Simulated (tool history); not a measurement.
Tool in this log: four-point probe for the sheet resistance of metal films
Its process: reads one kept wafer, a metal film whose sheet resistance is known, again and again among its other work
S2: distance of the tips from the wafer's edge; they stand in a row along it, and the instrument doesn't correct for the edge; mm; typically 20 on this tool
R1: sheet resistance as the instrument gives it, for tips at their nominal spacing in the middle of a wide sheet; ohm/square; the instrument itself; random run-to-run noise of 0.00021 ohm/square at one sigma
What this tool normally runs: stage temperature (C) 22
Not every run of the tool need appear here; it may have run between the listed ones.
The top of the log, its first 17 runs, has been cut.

{"run": 18, "hour": 947.8, "stage temperature (C)": 19, "S2": 11, "R1": 1.061903}
{"run": 19, "hour": 981.0, "stage temperature (C)": 33, "S2": 19, "R1": 1.049899}
{"run": 20, "hour": 1019.1, "stage temperature (C)": 34, "S2": 30, "R1": 1.048243}
{"run": 21, "hour": 1077.0, "stage temperature (C)": 34, "S2": 30, "R1": 1.047947}
{"run": 22, "hour": 1130.9, "stage temperature (C)": 21, "S2": 3, "R1": 1.14562}
{"run": 23, "hour": 1189.8, "stage temperature (C)": 22, "S2": 22, "R1": 1.054538}
{"run": 24, "hour": 1256.9, "stage temperature (C)": 22, "S2": 59, "R1": 1.053055}
{"run": 25, "hour": 1319.9, "stage temperature (C)": 22, "S2": 59, "R1": 1.052994}
{"run": 26, "hour": 1390.1, "stage temperature (C)": 30, "S2": 11, "R1": 1.056573}
{"run": 27, "hour": 1446.3, "stage temperature (C)": 30, "S2": 11, "R1": 1.056355}
{"run": 28, "hour": 1522.8, "stage temperature (C)": 26, "S2": 4, "R1": 1.104447}
{"run": 29, "hour": 1585.8, "stage temperature (C)": 26, "S2": 23, "R1": 1.052716}
{"hour": 1623.4, "done": "stage's thermometer calibrated"}
{"run": 30, "hour": 1652.9, "stage temperature (C)": 30, "S2": 70, "R1": 1.049064}

Branching from run 30: 3 alternative next runs. What would each branch give?
{"run": "A", "hour": 1693.9, "stage temperature (C)": 30, "S2": 34, "R1": "?"}
{"run": "B", "hour": 1693.9, "stage temperature (C)": 34, "S2": 7, "R1": "?"}
{"run": "C", "hour": 1693.9, "stage temperature (C)": 22, "S2": 12, "R1": "?"}

run=A R1=1.049654
run=B R1=1.065741
run=C R1=1.059057
Take away the tool's hidden state, keep each run's random variation, and the runs would have read:
run=A R1=1.049561
run=B R1=1.065647
run=C R1=1.058963
